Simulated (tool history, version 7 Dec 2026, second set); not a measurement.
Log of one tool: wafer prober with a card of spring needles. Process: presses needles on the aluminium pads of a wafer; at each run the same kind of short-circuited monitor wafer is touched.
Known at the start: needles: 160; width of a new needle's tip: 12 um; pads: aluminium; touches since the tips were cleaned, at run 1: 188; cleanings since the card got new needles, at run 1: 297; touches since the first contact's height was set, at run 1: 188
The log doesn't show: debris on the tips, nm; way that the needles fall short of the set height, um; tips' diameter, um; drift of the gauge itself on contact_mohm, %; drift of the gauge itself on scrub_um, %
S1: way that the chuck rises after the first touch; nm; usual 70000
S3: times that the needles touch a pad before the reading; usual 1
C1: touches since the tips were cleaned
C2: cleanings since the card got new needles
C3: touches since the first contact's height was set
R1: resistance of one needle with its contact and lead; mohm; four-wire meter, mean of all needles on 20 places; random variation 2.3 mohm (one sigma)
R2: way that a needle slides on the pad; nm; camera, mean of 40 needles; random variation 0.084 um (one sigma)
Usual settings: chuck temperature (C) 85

run 1 hour=0.0 | S1=70000 chuck_temperature_(C)=85 S3=1 | C1=188 C2=297 C3=188 | R1=270 R2=10790
-- hour=10.7 tips cleaned on abrasive film
-- hour=21.4 tips cleaned on abrasive film
-- hour=32.1 tips cleaned on abrasive film
-- hour=42.8 tips cleaned on abrasive film
run 2 hour=49.2 | S1=70000 chuck_temperature_(C)=85 S3=1 | C1=1626 C2=301 C3=12511 | R1=305 R2=10870
-- hour=54.6 tips cleaned on abrasive film
-- hour=65.3 tips cleaned on abrasive film
-- hour=76.0 tips cleaned on abrasive film
-- hour=86.8 tips cleaned on abrasive film
-- hour=97.5 tips cleaned on abrasive film
-- hour=108.2 tips cleaned on abrasive film
-- hour=118.9 tips cleaned on abrasive film
-- hour=129.6 tips cleaned on abrasive film
run 3 hour=133.1 | S1=70000 chuck_temperature_(C)=85 S3=1 | C1=901 C2=309 C3=33474 | R1=290 R2=10590
-- hour=141.2 tips cleaned on abrasive film
-- hour=151.9 tips cleaned on abrasive film
-- hour=162.6 tips cleaned on abrasive film
-- hour=173.3 tips cleaned on abrasive film
-- hour=184.0 tips cleaned on abrasive film
run 4 hour=187.4 | S1=70000 chuck_temperature_(C)=85 S3=1 | C1=852 C2=314 C3=47032 | R1=289 R2=10470
-- hour=195.4 tips cleaned on abrasive film
-- hour=206.1 tips cleaned on abrasive film
-- hour=216.8 tips cleaned on abrasive film
-- hour=227.5 tips cleaned on abrasive film
run 5 hour=231.4 | S1=70000 chuck_temperature_(C)=85 S3=1 | C1=966 C2=318 C3=58031 | R1=294 R2=10460
-- hour=239.4 tips cleaned on abrasive film
-- hour=250.1 tips cleaned on abrasive film
-- hour=262.1 card fitted with new needles
-- hour=272.8 tips cleaned on abrasive film
-- hour=283.5 tips cleaned on abrasive film
-- hour=294.2 tips cleaned on abrasive film
-- hour=304.9 tips cleaned on abrasive film
run 6 hour=310.9 | S1=61000 chuck_temperature_(C)=85 S3=1 | C1=1505 C2=4 C3=12205 | R1=283 R2=9260
-- hour=316.3 tips cleaned on abrasive film
-- hour=329.6 tips cleaned on abrasive film
-- hour=343.0 tips cleaned on abrasive film
-- hour=353.7 tips cleaned on abrasive film
-- hour=364.4 tips cleaned on abrasive film
-- hour=377.8 tips cleaned on abrasive film
-- hour=388.5 tips cleaned on abrasive film
run 7 hour=395.5 | S1=70000 chuck_temperature_(C)=85 S3=1 | C1=1787 C2=11 C3=33387 | R1=279 R2=10640
-- hour=400.9 tips cleaned on abrasive film
-- hour=411.6 tips cleaned on abrasive film
-- hour=422.3 tips cleaned on abrasive film
-- hour=433.0 tips cleaned on abrasive film
-- hour=443.7 tips cleaned on abrasive film
run 8 hour=448.9 | S1=70000 chuck_temperature_(C)=85 S3=1 | C1=1309 C2=16 C3=46734 | R1=278 R2=10510
-- hour=457.0 tips cleaned on abrasive film
-- hour=470.3 tips cleaned on abrasive film
-- hour=481.0 tips cleaned on abrasive film
-- hour=491.7 tips cleaned on abrasive film
-- hour=505.1 tips cleaned on abrasive film
run 9 hour=508.5 | S1=70000 chuck_temperature_(C)=85 S3=1 | C1=859 C2=21 C3=61637 | R1=266 R2=10310
-- hour=516.6 tips cleaned on abrasive film
-- hour=527.3 tips cleaned on abrasive film
-- hour=540.6 tips cleaned on abrasive film
-- hour=551.3 tips cleaned on abrasive film
-- hour=562.0 tips cleaned on abrasive film
-- hour=572.7 tips cleaned on abrasive film
-- hour=583.4 tips cleaned on abrasive film
-- hour=594.1 tips cleaned on abrasive film
-- hour=604.8 tips cleaned on abrasive film
run 10 hour=604.8 | S1=70000 chuck_temperature_(C)=85 S3=1 | C1=0 C2=30 C3=85710 | R1=261 R2=10410
-- hour=617.8 tips cleaned on abrasive film
-- hour=628.5 tips cleaned on abrasive film
-- hour=634.1 height of the first contact set anew
-- hour=639.5 tips cleaned on abrasive film
-- hour=650.2 tips cleaned on abrasive film
-- hour=660.9 tips cleaned on abrasive film
-- hour=671.6 tips cleaned on abrasive film
-- hour=685.0 tips cleaned on abrasive film
run 11 hour=687.9 | S1=80000 chuck_temperature_(C)=85 S3=1 | C1=743 C2=37 C3=13450 | R1=266 R2=11320
-- hour=695.9 tips cleaned on abrasive film
-- hour=706.6 tips cleaned on abrasive film
-- hour=717.3 tips cleaned on abrasive film
-- hour=728.1 tips cleaned on abrasive film
-- hour=738.8 tips cleaned on abrasive film
-- hour=752.1 tips cleaned on abrasive film
-- hour=762.8 tips cleaned on abrasive film
run 12 hour=767.2 | S1=80000 chuck_temperature_(C)=85 S3=1 | C1=1113 C2=44 C3=33285 | R1=270 R2=11280
-- hour=775.3 tips cleaned on abrasive film
-- hour=786.0 tips cleaned on abrasive film
-- hour=796.7 tips cleaned on abrasive film
-- hour=802.3 height of the first contact set anew, once more
-- hour=810.3 tips cleaned on abrasive film
-- hour=823.7 tips cleaned on abrasive film
-- hour=834.4 tips cleaned on abrasive film
-- hour=845.1 tips cleaned on abrasive film
-- hour=858.4 tips cleaned on abrasive film
run 13 hour=858.6 | S1=87000 chuck_temperature_(C)=71 S3=1 | C1=47 C2=52 C3=14091 | R1=252 R2=13580
-- hour=869.3 tips cleaned on abrasive film
-- hour=880.0 tips cleaned on abrasive film
-- hour=890.7 tips cleaned on abrasive film
-- hour=904.1 tips cleaned on abrasive film
-- hour=914.8 tips cleaned on abrasive film
-- hour=925.5 tips cleaned on abrasive film
run 14 hour=926.4 | S1=87000 chuck_temperature_(C)=71 S3=1 | C1=214 C2=58 C3=31027 | R1=255 R2=13210
-- hour=937.0 tips cleaned on abrasive film
-- hour=950.4 tips cleaned on abrasive film
-- hour=961.1 tips cleaned on abrasive film
-- hour=971.8 tips cleaned on abrasive film
-- hour=982.5 tips cleaned on abrasive film
-- hour=995.9 tips cleaned on abrasive film
-- hour=1006.6 tips cleaned on abrasive film
run 15 hour=1007.5 | S1=70000 chuck_temperature_(C)=85 S3=1 | C1=225 C2=65 C3=51313 | R1=261 R2=10410
-- hour=1018.2 tips cleaned on abrasive film
-- hour=1028.9 tips cleaned on abrasive film
-- hour=1039.6 tips cleaned on abrasive film
run 16 hour=1049.1 | S1=54000 chuck_temperature_(C)=45 S3=1 | C1=2395 C2=68 C3=61735 | R1=313 R2=7910
-- hour=1051.8 tips cleaned on abrasive film
-- hour=1062.5 tips cleaned on abrasive film
-- hour=1073.2 tips cleaned on abrasive film
-- hour=1083.9 tips cleaned on abrasive film
-- hour=1094.6 tips cleaned on abrasive film
-- hour=1108.0 tips cleaned on abrasive film
-- hour=1118.7 tips cleaned on abrasive film
-- hour=1129.4 tips cleaned on abrasive film
-- hour=1140.1 tips cleaned on abrasive film
run 17 hour=1145.7 | S1=88000 chuck_temperature_(C)=67 S3=3 | C1=1407 C2=77 C3=85878 | R1=254 R2=13120
-- hour=1151.1 tips cleaned on abrasive film
-- hour=1161.8 tips cleaned on abrasive film
-- hour=1172.7 height of the first contact set anew
-- hour=1175.4 tips cleaned on abrasive film
-- hour=1188.8 tips cleaned on abrasive film
-- hour=1199.5 tips cleaned on abrasive film
-- hour=1210.2 tips cleaned on abrasive film
-- hour=1220.9 tips cleaned on abrasive film
run 18 hour=1225.5 | S1=72000 chuck_temperature_(C)=67 S3=2 | C1=1169 C2=84 C3=13207 | R1=263 R2=11060
-- hour=1233.6 tips cleaned on abrasive film
-- hour=1244.3 tips cleaned on abrasive film
-- hour=1255.0 tips cleaned on abrasive film
-- hour=1265.7 tips cleaned on abrasive film
run 19 hour=1270.2 | S1=76000 chuck_temperature_(C)=89 S3=2 | C1=1132 C2=88 C3=24370 | R1=267 R2=11400
-- hour=1278.2 tips cleaned on abrasive film
-- hour=1291.6 tips cleaned on abrasive film
-- hour=1304.9 tips cleaned on abrasive film
-- hour=1315.6 tips cleaned on abrasive film
run 20 hour=1317.8 | S1=76000 chuck_temperature_(C)=78 S3=3 | C1=550 C2=92 C3=36289 | R1=254 R2=11590
-- hour=1328.5 tips cleaned on abrasive film
-- hour=1339.2 tips cleaned on abrasive film
-- hour=1349.9 tips cleaned on abrasive film
-- hour=1360.6 tips cleaned on abrasive film
run 21 hour=1368.8 | S1=58000 chuck_temperature_(C)=69 S3=1 | C1=2057 C2=96 C3=49045 | R1=297 R2=8590
-- hour=1371.5 tips cleaned on abrasive film
-- hour=1382.2 tips cleaned on abrasive film
-- hour=1392.9 tips cleaned on abrasive film
-- hour=1403.6 tips cleaned on abrasive film
-- hour=1414.3 tips cleaned on abrasive film
-- hour=1427.7 tips cleaned on abrasive film
run 22 hour=1433.6 | S1=76000 chuck_temperature_(C)=64 S3=1 | C1=1499 C2=102 C3=65261 | R1=275 R2=11310

3 ways to go on from here, each from the tool as it stands after run 22. What would each give?
-- hour=1439.0 tips cleaned on abrasive film
-- hour=1449.7 tips cleaned on abrasive film
-- hour=1460.4 tips cleaned on abrasive film
-- hour=1471.1 tips cleaned on abrasive film
-- hour=1481.8 tips cleaned on abrasive film
-- hour=1492.5 tips cleaned on abrasive film
-- hour=1503.2 tips cleaned on abrasive film
-- hour=1513.9 tips cleaned on abrasive film
-- hour=1524.6 tips cleaned on abrasive film
run A hour=1529.0 | S1=77000 chuck_temperature_(C)=82 S3=3 | C1=1091 C2=111 C3=89089 | R1=? R2=?
-- hour=1439.0 tips cleaned on abrasive film
-- hour=1449.7 tips cleaned on abrasive film
-- hour=1460.4 tips cleaned on abrasive film
-- hour=1471.1 tips cleaned on abrasive film
-- hour=1481.8 tips cleaned on abrasive film
-- hour=1492.5 tips cleaned on abrasive film
-- hour=1503.2 tips cleaned on abrasive film
-- hour=1513.9 tips cleaned on abrasive film
-- hour=1524.6 tips cleaned on abrasive film
run B hour=1529.0 | S1=81000 chuck_temperature_(C)=56 S3=1 | C1=1091 C2=111 C3=89089 | R1=? R2=?
-- hour=1439.0 tips cleaned on abrasive film
-- hour=1449.7 tips cleaned on abrasive film
-- hour=1460.4 tips cleaned on abrasive film
-- hour=1471.1 tips cleaned on abrasive film
-- hour=1481.8 tips cleaned on abrasive film
-- hour=1492.5 tips cleaned on abrasive film
-- hour=1503.2 tips cleaned on abrasive film
-- hour=1513.9 tips cleaned on abrasive film
-- hour=1524.6 tips cleaned on abrasive film
run C hour=1529.0 | S1=70000 chuck_temperature_(C)=60 S3=1 | C1=1091 C2=111 C3=89089 | R1=? R2=?

run=A R1=257 R2=11470
run=B R1=268 R2=11910
run=C R1=275 R2=10260
Without the tool's hidden state the same runs would have given:
run=A R1=248 R2=11990
run=B R1=247 R2=12420
run=C R1=248 R2=10780
